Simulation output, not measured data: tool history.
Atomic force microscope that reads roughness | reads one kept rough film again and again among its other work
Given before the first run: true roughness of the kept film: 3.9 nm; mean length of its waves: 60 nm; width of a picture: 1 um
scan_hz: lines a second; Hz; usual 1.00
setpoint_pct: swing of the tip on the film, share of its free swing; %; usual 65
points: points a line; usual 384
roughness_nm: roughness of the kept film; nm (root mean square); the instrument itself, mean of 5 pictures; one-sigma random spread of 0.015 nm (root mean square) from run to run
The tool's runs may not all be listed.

run   hour  scan_hz  setpoint_pct  points  roughness_nm
  1    0.0     1.00            65     384         3.434
  2   45.5     1.00            65     384         3.387
      93.0  -- new tip fitted
  3   96.2     3.58            65     384         3.343
  4  140.2     3.58            65     384         3.269
  5  198.9     1.00            65     384         3.545
  6  251.6     1.00            72     384         3.422
  7  311.2     1.00            72     384         3.361
     317.9  -- height scale calibrated on a step standard
  8  362.9     1.00            65     384         3.388
     392.4  -- new tip fitted
  9  392.4     1.00            65     384         3.661
 10  456.4     3.61            55     574         3.475
 11  505.0     3.61            55     574         3.446
 12  547.0     3.61            55     841         3.420
 13  579.1     0.50            65     651         3.551
     614.5  -- height scale calibrated on a step standard, once more
 14  644.7     2.05            83     716         2.935
     692.9  -- new tip fitted
 15  701.4     2.05            83     716         3.129

3 ways to go on from here, each from the tool as it stands after run 15. What would each give?
  A  762.0     1.69            65     300             ?
  B  762.0     0.82            62     716             ?
  C  762.0     2.05            87     716             ?

run  roughness_nm
  A         3.484
  B         3.633
  C         2.996
Stripped of hidden state, with their random variation kept, the same runs would have yielded:
run  roughness_nm
  A         3.552
  B         3.704
  C         3.054

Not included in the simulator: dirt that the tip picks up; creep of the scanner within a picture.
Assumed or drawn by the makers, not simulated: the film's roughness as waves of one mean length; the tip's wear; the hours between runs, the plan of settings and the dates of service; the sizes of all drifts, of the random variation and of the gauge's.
